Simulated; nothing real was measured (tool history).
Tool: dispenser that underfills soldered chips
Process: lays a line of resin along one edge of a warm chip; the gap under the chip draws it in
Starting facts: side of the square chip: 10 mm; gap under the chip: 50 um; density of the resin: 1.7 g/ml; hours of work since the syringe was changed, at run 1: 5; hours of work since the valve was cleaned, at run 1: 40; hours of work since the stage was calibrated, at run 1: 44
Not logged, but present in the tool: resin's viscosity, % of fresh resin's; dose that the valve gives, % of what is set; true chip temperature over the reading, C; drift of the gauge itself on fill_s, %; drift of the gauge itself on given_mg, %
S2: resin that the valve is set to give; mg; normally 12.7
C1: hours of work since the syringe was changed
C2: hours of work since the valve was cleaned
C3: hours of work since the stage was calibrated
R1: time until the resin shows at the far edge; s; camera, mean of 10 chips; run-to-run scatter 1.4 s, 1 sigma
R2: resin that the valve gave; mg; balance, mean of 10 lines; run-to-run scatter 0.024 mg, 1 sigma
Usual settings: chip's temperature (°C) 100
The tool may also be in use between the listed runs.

Run 1, hour 0.0: usual settings; C1 5; C2 40; C3 44. Result: R1 169.9 s, R2 12.49 mg.
At hour 4.8: new syringe of resin.
Run 2, hour 9.2: usual settings; C1 3; C2 47; C3 51. Result: R1 153.2 s, R2 12.47 mg.
Run 3, hour 16.0: usual settings; C1 8; C2 51; C3 56. Result: R1 185.3 s, R2 12.41 mg.
At hour 17.2: new syringe of resin.
At hour 23.5: dispensing valve cleaned and set on the balance.
Run 4, hour 26.0: usual settings; C1 6; C2 2; C3 62. Result: R1 164.7 s, R2 12.76 mg.
Run 5, hour 30.1: usual settings; C1 9; C2 5; C3 65. Result: R1 184.8 s, R2 12.71 mg.
At hour 30.9: new syringe of resin.
Run 6, hour 36.5: usual settings; C1 4; C2 9; C3 69. Result: R1 157.3 s, R2 12.66 mg.
Run 7, hour 42.0: usual settings; C1 8; C2 13; C3 73. Result: R1 185.1 s, R2 12.70 mg.
At hour 43.6: new syringe of resin.
Run 8, hour 46.3: usual settings; C1 2; C2 16; C3 76. Result: R1 142.2 s, R2 12.63 mg.
Run 9, hour 52.1: usual settings; C1 6; C2 20; C3 80. Result: R1 166.7 s, R2 12.65 mg.
At hour 55.9: new syringe of resin.
Run 10, hour 61.4: usual settings; C1 4; C2 27; C3 87. Result: R1 153.4 s, R2 12.51 mg.

For run 11, what comes out?
At hour 68.3: new syringe of resin.
Run 11, hour 68.3: usual settings; C1 0; C2 31; C3 92. Result: R1 ?, R2 ?.

{"run 11": {"R1": 130.3, "R2": 12.53}}
The same run, on a tool lacking any hidden state, would have yielded R1 131.2 s, R2 12.68 mg.
